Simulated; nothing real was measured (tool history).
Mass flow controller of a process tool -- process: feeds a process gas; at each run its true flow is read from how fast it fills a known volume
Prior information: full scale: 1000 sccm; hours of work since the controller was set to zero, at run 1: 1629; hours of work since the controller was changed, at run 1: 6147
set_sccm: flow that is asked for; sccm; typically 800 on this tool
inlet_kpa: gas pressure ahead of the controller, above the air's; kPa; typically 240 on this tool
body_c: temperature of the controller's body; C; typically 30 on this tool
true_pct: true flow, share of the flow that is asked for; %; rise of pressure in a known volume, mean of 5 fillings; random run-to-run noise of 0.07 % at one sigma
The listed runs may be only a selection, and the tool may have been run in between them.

run,hour,set_sccm,inlet_kpa,body_c,hours of work since the controller was set to zero,hours of work since the controller was changed,true_pct
1,0.0,800,240,30,1629,6147,99.29
2,166.5,800,240,30,1740,6259,99.19
3,375.2,800,240,30,1880,6398,99.09
4,544.3,800,240,30,1993,6512,99.34
5,720.1,800,240,30,2111,6629,99.32
6,886.7,120,240,30,2222,6741,97.42
7,1187.4,800,240,30,2424,6942,99.32
8,1351.2,800,240,30,2533,7052,99.23
9,1591.6,800,240,30,2694,7213,99.33
10,1864.9,800,240,30,2877,7396,99.36
11,2168.1,800,240,30,3080,7599,99.41
12,2318.8,800,240,30,3181,7700,99.39
13,2564.6,800,226,30,3346,7864,99.22
14,2699.7,800,240,38,3436,7955,98.66
15,2869.2,800,240,38,3550,8068,98.62
16,3062.2,800,240,21,3679,8198,99.99
17,3336.5,800,240,30,3863,8381,99.19
18,3631.5,800,240,30,4060,8579,99.14
19,3930.4,800,235,30,4260,8779,99.24
# hour 4064.0: controller's zero set anew
20,4078.9,800,235,30,10,8878,99.32
21,4216.9,800,240,30,102,8970,99.31
22,4367.2,800,240,30,203,9071,99.18
23,4669.6,800,240,30,405,9274,99.14
24,4834.9,324,240,30,516,9384,98.02
25,5126.9,329,240,30,712,9580,98.02
26,5372.6,297,199,21,876,9744,98.57
27,5516.5,305,240,30,973,9841,98.03
28,5737.0,601,242,31,1120,9988,98.74
29,6068.7,315,242,31,1342,10210,97.95
30,6235.3,326,165,26,1454,10322,98.29
# hour 6409.7: controller exchanged for a calibrated one
31,6498.0,131,240,38,59,59,97.07
32,6661.0,800,271,30,168,168,99.16
33,6957.3,698,162,25,367,367,99.11
34,7191.6,800,240,24,524,524,99.73
35,7463.0,195,219,38,705,705,97.10
36,7778.4,800,199,30,916,916,99.26
37,8043.4,763,197,30,1094,1094,98.98

What will run 38 give?
38,8223.3,120,241,36,1214,1214,?

true_pct: 97.09 %
With the hidden condition absent and the run-to-run variation left alone, this run would have shown true_pct 97.07 %.

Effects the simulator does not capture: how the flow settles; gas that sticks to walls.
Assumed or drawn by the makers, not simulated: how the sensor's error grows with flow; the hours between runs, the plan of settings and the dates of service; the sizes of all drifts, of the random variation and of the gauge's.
